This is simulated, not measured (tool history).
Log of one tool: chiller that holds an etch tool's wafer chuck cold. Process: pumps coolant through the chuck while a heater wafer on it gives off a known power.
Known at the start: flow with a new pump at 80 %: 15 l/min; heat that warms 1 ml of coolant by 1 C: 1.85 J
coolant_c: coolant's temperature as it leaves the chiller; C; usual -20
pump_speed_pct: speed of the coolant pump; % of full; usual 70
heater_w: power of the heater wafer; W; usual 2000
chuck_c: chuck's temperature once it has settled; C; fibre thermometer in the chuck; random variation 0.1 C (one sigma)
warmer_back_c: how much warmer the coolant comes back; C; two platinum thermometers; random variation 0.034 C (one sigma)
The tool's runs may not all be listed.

run	hour	coolant_c	pump_speed_pct	heater_w	chuck_c	warmer_back_c
1	0	-20	70	2000	-2.9	5.2
2	65.4	-25	70	2000	-7.9	5.18
3	147	-25	70	2000	-7.9	5.2
4	254.9	-25	70	2000	-7.6	5.18
5	349	-20	70	2000	-2.7	5.14
6	452.6	-20	70	2000	-2.6	5.2
7	566.1	-20	88	2000	-4.8	4.03
8	652.1	-20	72	2000	-2.9	5.07
9	732.5	-20	72	2000	-2.9	5.04
10	824.7	-20	96	2000	-5.3	3.73
11	940	-20	70	2000	-2.4	5.2
12	1030.1	-20	70	2000	-2.4	5.17
13	1115.7	-20	70	2000	-2.4	5.2
14	1199.9	-20	70	2172	-0.8	5.66
15	1269.6	-20	70	2172	-0.8	5.61
16	1383.6	-20	70	2936	6.1	7.66
17	1501.3	-20	70	2936	6.3	7.69
18	1559.1	-29	70	2936	-2.9	7.64
# hour 1571.3: coolant pump overhauled
19	1613.3	-20	79	1635	-6.3	3.87
20	1696.9	-14	79	1353	-2.7	3.24
21	1812.7	-20	70	1484	-6.6	4.01
22	1914	-20	70	1484	-6.5	4.04
23	2006.4	-18	70	2000	0.2	5.4
24	2101.5	-21	70	2677	3.6	7.28
# hour 2183.1: coolant pump overhauled, once more
25	2218.4	-15	72	1353	-3.5	3.24
# hour 2252.1: coolant changed, channels flushed
26	2276.7	-23	60	1353	-12.1	3.96
27	2345.3	-28	87	1694	-17	3.27
28	2422.8	-16	87	1844	-4	3.64
29	2503.4	-13	64	1995	2.7	5.43
30	2596.7	-13	64	1995	2.6	5.45
31	2658.5	-13	64	1995	2.8	5.44
# hour 2703.3: chiller's thermometer calibrated
32	2729.8	-24	70	2000	-8.7	5

Measured less the same run without the tool's hidden state. The same run-to-run variation is in both; the gauge's scatter may not be:
The hidden state here: heat passed by the chuck's channels, % of clean ones'; flow at a given pump speed, % of a new pump's; coolant's true temperature over the reading, C; drift of the gauge itself on chuck_c, C; drift of the gauge itself on warmer_back_c, C.
run	chuck_c	warmer_back_c
1	+2.2	+0.19
2	+2.2	+0.19
3	+2.2	+0.19
4	+2.2	+0.2
5	+2.3	+0.21
6	+2.3	+0.21
7	+2	+0.16
8	+2.3	+0.21
9	+2.4	+0.21
10	+2.1	+0.16
11	+2.5	+0.23
12	+2.5	+0.23
13	+2.6	+0.23
14	+2.8	+0.26
15	+2.8	+0.26
16	+4	+0.37
17	+4	+0.37
18	+4	+0.37
19	+2.2	+0.29
20	+1.8	+0.25
21	+2.3	+0.31
22	+2.3	+0.31
23	+3.2	+0.43
24	+4.4	+0.58
25	+1.5	-0.02
26	-0.2	-0.01
27	-0.2	-0.02
28	-0.2	-0.02
29	-0.1	-0.02
30	-0.1	-0.01
31	-0.1	-0.01
32	+0.3	+0

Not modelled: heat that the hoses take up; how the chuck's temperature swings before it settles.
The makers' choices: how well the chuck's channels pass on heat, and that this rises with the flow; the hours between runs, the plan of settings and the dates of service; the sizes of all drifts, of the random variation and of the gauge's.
